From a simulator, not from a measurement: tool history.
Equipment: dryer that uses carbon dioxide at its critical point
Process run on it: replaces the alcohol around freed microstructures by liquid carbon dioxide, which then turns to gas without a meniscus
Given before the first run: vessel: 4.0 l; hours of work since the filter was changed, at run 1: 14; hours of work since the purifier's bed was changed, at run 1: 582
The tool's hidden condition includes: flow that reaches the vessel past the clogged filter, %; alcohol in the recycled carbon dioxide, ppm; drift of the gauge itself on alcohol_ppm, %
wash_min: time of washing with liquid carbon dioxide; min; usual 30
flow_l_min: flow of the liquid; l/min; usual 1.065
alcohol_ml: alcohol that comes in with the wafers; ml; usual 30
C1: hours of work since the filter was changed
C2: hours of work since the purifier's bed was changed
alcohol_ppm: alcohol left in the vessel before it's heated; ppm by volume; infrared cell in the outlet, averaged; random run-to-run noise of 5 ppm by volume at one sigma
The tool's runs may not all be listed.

Run 1, day 0.000: usual settings; C1 14; C2 582. Result: alcohol_ppm 157 ppm by volume.
Run 2, day 1.246: usual settings but flow_l_min 1.700 l/min; C1 27; C2 596. Result: alcohol_ppm 137 ppm by volume.
Run 3, day 2.329: usual settings but alcohol_ml 55 ml; C1 39; C2 608. Result: alcohol_ppm 185 ppm by volume.
Run 4, day 4.050: usual settings but alcohol_ml 55 ml; C1 58; C2 627. Result: alcohol_ppm 193 ppm by volume.
Run 5, day 5.404: usual settings but flow_l_min 0.860 l/min; C1 73; C2 642. Result: alcohol_ppm 235 ppm by volume.
Run 6, day 6.342: usual settings but flow_l_min 0.860 l/min; C1 83; C2 652. Result: alcohol_ppm 226 ppm by volume.
Run 7, day 7.429: usual settings but flow_l_min 0.860 l/min; C1 95; C2 664. Result: alcohol_ppm 229 ppm by volume.
Run 8, day 8.750: usual settings but flow_l_min 0.860 l/min; C1 110; C2 679. Result: alcohol_ppm 230 ppm by volume.
Run 9, day 10.233: usual settings; C1 126; C2 695. Result: alcohol_ppm 191 ppm by volume.
Run 10, day 11.867: usual settings; C1 144; C2 713. Result: alcohol_ppm 193 ppm by volume.
Run 11, day 13.100: usual settings; C1 158; C2 727. Result: alcohol_ppm 204 ppm by volume.
Run 12, day 14.304: usual settings; C1 171; C2 740. Result: alcohol_ppm 198 ppm by volume.
Run 13, day 15.317: usual settings; C1 182; C2 751. Result: alcohol_ppm 203 ppm by volume.
Run 14, day 17.000: usual settings; C1 201; C2 770. Result: alcohol_ppm 211 ppm by volume.
Run 15, day 18.179: usual settings; C1 214; C2 783. Result: alcohol_ppm 211 ppm by volume.
Run 16, day 19.571: usual settings; C1 229; C2 798. Result: alcohol_ppm 208 ppm by volume.
Run 17, day 21.042: usual settings; C1 245; C2 814. Result: alcohol_ppm 217 ppm by volume.
Run 18, day 22.129: usual settings; C1 257; C2 826. Result: alcohol_ppm 226 ppm by volume.
Run 19, day 22.829: usual settings; C1 265; C2 834. Result: alcohol_ppm 225 ppm by volume.
Run 20, day 23.692: usual settings but wash_min 45 min, flow_l_min 0.800 l/min, alcohol_ml 84 ml; C1 275; C2 844. Result: alcohol_ppm 247 ppm by volume.
At day 24.450: inlet filter changed.
Run 21, day 24.488: usual settings but wash_min 45 min, flow_l_min 0.800 l/min, alcohol_ml 84 ml; C1 0; C2 852. Result: alcohol_ppm 217 ppm by volume.
Run 22, day 25.742: usual settings but wash_min 41 min, alcohol_ml 66 ml; C1 14; C2 866. Result: alcohol_ppm 201 ppm by volume.
Run 23, day 26.767: usual settings but wash_min 35 min, alcohol_ml 96 ml; C1 26; C2 877. Result: alcohol_ppm 224 ppm by volume.
Run 24, day 27.567: usual settings but wash_min 41 min, flow_l_min 0.680 l/min, alcohol_ml 69 ml; C1 34; C2 886. Result: alcohol_ppm 323 ppm by volume.
Run 25, day 29.025: usual settings but wash_min 27 min, alcohol_ml 28 ml; C1 50; C2 902. Result: alcohol_ppm 238 ppm by volume.
Run 26, day 29.975: usual settings but wash_min 27 min, alcohol_ml 28 ml; C1 61; C2 912. Result: alcohol_ppm 247 ppm by volume.
Run 27, day 31.558: usual settings but wash_min 27 min, alcohol_ml 28 ml; C1 78; C2 930. Result: alcohol_ppm 262 ppm by volume.
Run 28, day 32.571: usual settings but wash_min 27 min, alcohol_ml 28 ml; C1 90; C2 941. Result: alcohol_ppm 259 ppm by volume.
Run 29, day 33.650: usual settings but wash_min 20 min, flow_l_min 1.730 l/min, alcohol_ml 49 ml; C1 101; C2 953. Result: alcohol_ppm 232 ppm by volume.
Run 30, day 34.554: usual settings but wash_min 22 min, flow_l_min 1.740 l/min, alcohol_ml 70 ml; C1 111; C2 963. Result: alcohol_ppm 237 ppm by volume.
Run 31, day 35.600: usual settings but wash_min 22 min, flow_l_min 1.740 l/min, alcohol_ml 70 ml; C1 123; C2 974. Result: alcohol_ppm 241 ppm by volume.
Run 32, day 36.775: usual settings but wash_min 35 min, flow_l_min 1.010 l/min, alcohol_ml 70 ml; C1 136; C2 987. Result: alcohol_ppm 256 ppm by volume.
Run 33, day 38.500: usual settings but wash_min 35 min, flow_l_min 1.010 l/min, alcohol_ml 70 ml; C1 155; C2 1006. Result: alcohol_ppm 254 ppm by volume.
Run 34, day 39.883: usual settings but wash_min 36 min; C1 170; C2 1022. Result: alcohol_ppm 227 ppm by volume.
Run 35, day 41.129: usual settings but wash_min 21 min, flow_l_min 0.860 l/min, alcohol_ml 28 ml; C1 184; C2 1035. Result: alcohol_ppm 563 ppm by volume.
Run 36, day 42.312: usual settings but wash_min 21 min, flow_l_min 0.860 l/min, alcohol_ml 28 ml; C1 197; C2 1048. Result: alcohol_ppm 582 ppm by volume.

Forecast each of these 3 alternatives for the next run:
Run A, day 43.792: usual settings but wash_min 21 min, flow_l_min 0.880 l/min, alcohol_ml 28 ml; C1 213; C2 1065. Result: alcohol_ppm ?.
Run B, day 43.792: usual settings but wash_min 37 min, flow_l_min 0.660 l/min, alcohol_ml 28 ml; C1 213; C2 1065. Result: alcohol_ppm ?.
Run C, day 43.792: usual settings but wash_min 21 min, flow_l_min 1.300 l/min, alcohol_ml 28 ml; C1 213; C2 1065. Result: alcohol_ppm ?.

run  alcohol_ppm
  A          576
  B          356
  C          304
Stripped of hidden state, with their random variation kept, the same runs would have yielded:
run  alcohol_ppm
  A          260
  B           89
  C           50

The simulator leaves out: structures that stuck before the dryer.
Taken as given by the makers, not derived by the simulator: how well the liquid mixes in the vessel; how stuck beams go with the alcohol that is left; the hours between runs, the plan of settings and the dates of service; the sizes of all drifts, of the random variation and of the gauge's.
